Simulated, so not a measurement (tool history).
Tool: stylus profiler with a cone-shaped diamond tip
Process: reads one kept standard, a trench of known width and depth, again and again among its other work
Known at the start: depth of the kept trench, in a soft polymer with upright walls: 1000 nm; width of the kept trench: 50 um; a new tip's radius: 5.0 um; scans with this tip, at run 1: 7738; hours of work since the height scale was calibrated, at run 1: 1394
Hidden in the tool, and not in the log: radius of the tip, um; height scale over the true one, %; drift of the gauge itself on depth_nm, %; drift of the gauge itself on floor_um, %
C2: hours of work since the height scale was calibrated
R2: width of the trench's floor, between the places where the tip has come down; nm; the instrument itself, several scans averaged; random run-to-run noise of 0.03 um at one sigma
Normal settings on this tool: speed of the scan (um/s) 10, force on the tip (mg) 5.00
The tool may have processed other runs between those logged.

Run 1, hour 0.0: usual settings; scans with this tip 7738; C2 1394. Result: depth of the trench (Å) 10255.3, R2 40970 nm.
Run 2, hour 32.1: usual settings; scans with this tip 7871; C2 1418. Result: depth of the trench (Å) 10258.2, R2 40870 nm.
Run 3, hour 77.6: usual settings; scans with this tip 8059; C2 1452. Result: depth of the trench (Å) 10257.3, R2 40890 nm.
Run 4, hour 123.8: usual settings; scans with this tip 8249; C2 1486. Result: depth of the trench (Å) 10262.4, R2 40810 nm.
Run 5, hour 179.5: usual settings but speed of the scan (um/s) 20; scans with this tip 8479; C2 1528. Result: depth of the trench (Å) 10258.4, R2 40720 nm.
Run 6, hour 223.2: usual settings but speed of the scan (um/s) 8; scans with this tip 8659; C2 1560. Result: depth of the trench (Å) 10264.8, R2 40720 nm.
Run 7, hour 277.0: usual settings but speed of the scan (um/s) 21; scans with this tip 8881; C2 1600. Result: depth of the trench (Å) 10259.0, R2 40630 nm.
At hour 298.4: height scale calibrated on a step standard.
Run 8, hour 305.0: usual settings but speed of the scan (um/s) 21, force on the tip (mg) 6.92; scans with this tip 8995; C2 5. Result: depth of the trench (Å) 10326.2, R2 40580 nm.
Run 9, hour 359.9: usual settings but speed of the scan (um/s) 21, force on the tip (mg) 6.92; scans with this tip 9222; C2 46. Result: depth of the trench (Å) 10328.6, R2 40450 nm.
At hour 384.4: height scale calibrated on a step standard, once more.
Run 10, hour 413.0: usual settings but speed of the scan (um/s) 21, force on the tip (mg) 6.92; scans with this tip 9438; C2 21. Result: depth of the trench (Å) 10288.7, R2 40490 nm.
Run 11, hour 452.6: usual settings but speed of the scan (um/s) 21, force on the tip (mg) 6.92; scans with this tip 9602; C2 51. Result: depth of the trench (Å) 10290.3, R2 40440 nm.
Run 12, hour 493.2: usual settings but speed of the scan (um/s) 33; scans with this tip 9769; C2 81. Result: depth of the trench (Å) 10233.7, R2 40280 nm.
Run 13, hour 541.3: usual settings but speed of the scan (um/s) 4; scans with this tip 9968; C2 117. Result: depth of the trench (Å) 10233.3, R2 40310 nm.
Run 14, hour 571.4: usual settings but speed of the scan (um/s) 4; scans with this tip 10092; C2 139. Result: depth of the trench (Å) 10233.6, R2 40310 nm.
Run 15, hour 595.1: usual settings but speed of the scan (um/s) 4; scans with this tip 10190; C2 157. Result: depth of the trench (Å) 10235.8, R2 40260 nm.
Run 16, hour 639.9: usual settings but speed of the scan (um/s) 4; scans with this tip 10375; C2 190. Result: depth of the trench (Å) 10237.8, R2 40190 nm.
Run 17, hour 691.1: usual settings but force on the tip (mg) 10.17; scans with this tip 10586; C2 228. Result: depth of the trench (Å) 10377.7, R2 40100 nm.
Run 18, hour 738.4: usual settings but force on the tip (mg) 10.17; scans with this tip 10781; C2 263. Result: depth of the trench (Å) 10380.5, R2 40050 nm.
Run 19, hour 785.0: usual settings but force on the tip (mg) 10.17; scans with this tip 10974; C2 298. Result: depth of the trench (Å) 10380.2, R2 39990 nm.
Run 20, hour 831.1: usual settings but force on the tip (mg) 10.17; scans with this tip 11164; C2 332. Result: depth of the trench (Å) 10379.1, R2 39970 nm.
Run 21, hour 877.0: usual settings but force on the tip (mg) 6.24; scans with this tip 11353; C2 366. Result: depth of the trench (Å) 10278.4, R2 39830 nm.
Run 22, hour 931.8: usual settings but force on the tip (mg) 6.24; scans with this tip 11579; C2 407. Result: depth of the trench (Å) 10278.9, R2 39840 nm.
Run 23, hour 954.9: usual settings but force on the tip (mg) 8.60; scans with this tip 11675; C2 424. Result: depth of the trench (Å) 10343.9, R2 39800 nm.
Run 24, hour 1006.5: usual settings but force on the tip (mg) 8.60; scans with this tip 11888; C2 463. Result: depth of the trench (Å) 10343.6, R2 39780 nm.
Run 25, hour 1058.0: usual settings but speed of the scan (um/s) 24, force on the tip (mg) 10.58; scans with this tip 12100; C2 501. Result: depth of the trench (Å) 10392.7, R2 39640 nm.
Run 26, hour 1093.7: usual settings but speed of the scan (um/s) 24, force on the tip (mg) 10.58; scans with this tip 12248; C2 527. Result: depth of the trench (Å) 10391.7, R2 39620 nm.
Run 27, hour 1123.7: usual settings but speed of the scan (um/s) 26, force on the tip (mg) 11.45; scans with this tip 12371; C2 550. Result: depth of the trench (Å) 10412.4, R2 39640 nm.
Run 28, hour 1171.0: usual settings but speed of the scan (um/s) 19, force on the tip (mg) 1.68; scans with this tip 12566; C2 585. Result: depth of the trench (Å) 10123.0, R2 39450 nm.
Run 29, hour 1216.7: usual settings but speed of the scan (um/s) 34, force on the tip (mg) 5.69; scans with this tip 12755; C2 619. Result: depth of the trench (Å) 10264.2, R2 39370 nm.
Run 30, hour 1255.1: usual settings but speed of the scan (um/s) 24, force on the tip (mg) 3.98; scans with this tip 12914; C2 647. Result: depth of the trench (Å) 10214.2, R2 39370 nm.
Run 31, hour 1289.0: usual settings but speed of the scan (um/s) 15, force on the tip (mg) 4.03; scans with this tip 13054; C2 673. Result: depth of the trench (Å) 10216.8, R2 39380 nm.
Run 32, hour 1335.7: usual settings but speed of the scan (um/s) 15, force on the tip (mg) 4.03; scans with this tip 13246; C2 707. Result: depth of the trench (Å) 10217.8, R2 39310 nm.
Run 33, hour 1364.2: usual settings but speed of the scan (um/s) 18, force on the tip (mg) 4.03; scans with this tip 13364; C2 729. Result: depth of the trench (Å) 10216.2, R2 39230 nm.
Run 34, hour 1406.6: usual settings but speed of the scan (um/s) 18, force on the tip (mg) 4.03; scans with this tip 13539; C2 760. Result: depth of the trench (Å) 10218.0, R2 39240 nm.
Run 35, hour 1461.0: usual settings but speed of the scan (um/s) 18, force on the tip (mg) 4.03; scans with this tip 13763; C2 801. Result: depth of the trench (Å) 10216.7, R2 39160 nm.
Run 36, hour 1487.9: usual settings but speed of the scan (um/s) 18, force on the tip (mg) 4.03; scans with this tip 13874; C2 821. Result: depth of the trench (Å) 10220.7, R2 39160 nm.
Run 37, hour 1525.7: usual settings but speed of the scan (um/s) 18, force on the tip (mg) 4.03; scans with this tip 14030; C2 849. Result: depth of the trench (Å) 10219.9, R2 39110 nm.
Run 38, hour 1562.1: usual settings but speed of the scan (um/s) 18, force on the tip (mg) 9.74; scans with this tip 14180; C2 876. Result: depth of the trench (Å) 10381.1, R2 39060 nm.
At hour 1571.1: new tip fitted, height scale calibrated.
Run 39, hour 1588.8: usual settings but speed of the scan (um/s) 16, force on the tip (mg) 10.87; scans with this tip 73; C2 13. Result: depth of the trench (Å) 10397.0, R2 44030 nm.
Run 40, hour 1627.8: usual settings but speed of the scan (um/s) 16, force on the tip (mg) 10.87; scans with this tip 233; C2 42. Result: depth of the trench (Å) 10392.5, R2 43950 nm.
Run 41, hour 1683.4: usual settings but speed of the scan (um/s) 3, force on the tip (mg) 2.44; scans with this tip 463; C2 83. Result: depth of the trench (Å) 10148.7, R2 43860 nm.
Run 42, hour 1732.6: usual settings but speed of the scan (um/s) 39, force on the tip (mg) 2.44; scans with this tip 666; C2 120. Result: depth of the trench (Å) 10151.1, R2 43550 nm.
Run 43, hour 1769.4: usual settings but speed of the scan (um/s) 3; scans with this tip 818; C2 147. Result: depth of the trench (Å) 10237.1, R2 43730 nm.
Run 44, hour 1814.6: usual settings but speed of the scan (um/s) 4, force on the tip (mg) 3.48; scans with this tip 1004; C2 181. Result: depth of the trench (Å) 10188.4, R2 43630 nm.
Run 45, hour 1856.6: usual settings but speed of the scan (um/s) 37, force on the tip (mg) 2.09; scans with this tip 1178; C2 212. Result: depth of the trench (Å) 10137.4, R2 43370 nm.
Run 46, hour 1890.6: usual settings but speed of the scan (um/s) 37, force on the tip (mg) 2.09; scans with this tip 1318; C2 238. Result: depth of the trench (Å) 10140.8, R2 43260 nm.
Run 47, hour 1926.4: usual settings but speed of the scan (um/s) 11, force on the tip (mg) 11.95; scans with this tip 1465; C2 264. Result: depth of the trench (Å) 10422.3, R2 43380 nm.

Consider 3 possible next runs. They are alternatives, not a sequence: every one starts from the tool as it was left by run 47. What does each give?
Run A, hour 1962.5: usual settings but speed of the scan (um/s) 3, force on the tip (mg) 2.67; scans with this tip 1615; C2 291. Result: depth of the trench (Å) ?, R2 ?.
Run B, hour 1962.5: usual settings but speed of the scan (um/s) 4, force on the tip (mg) 6.22; scans with this tip 1615; C2 291. Result: depth of the trench (Å) ?, R2 ?.
Run C, hour 1962.5: usual settings but speed of the scan (um/s) 11, force on the tip (mg) 2.91; scans with this tip 1615; C2 291. Result: depth of the trench (Å) ?, R2 ?.

run  depth of the trench (Å)     R2
  A                  10161.9  43300
  B                  10281.2  43300
  C                  10171.1  43290
With the hidden condition removed and each run's random variation left untouched, the same runs would have given:
run  depth of the trench (Å)     R2
  A                  10151.4  43950
  B                  10270.6  43950
  C                  10160.6  43940
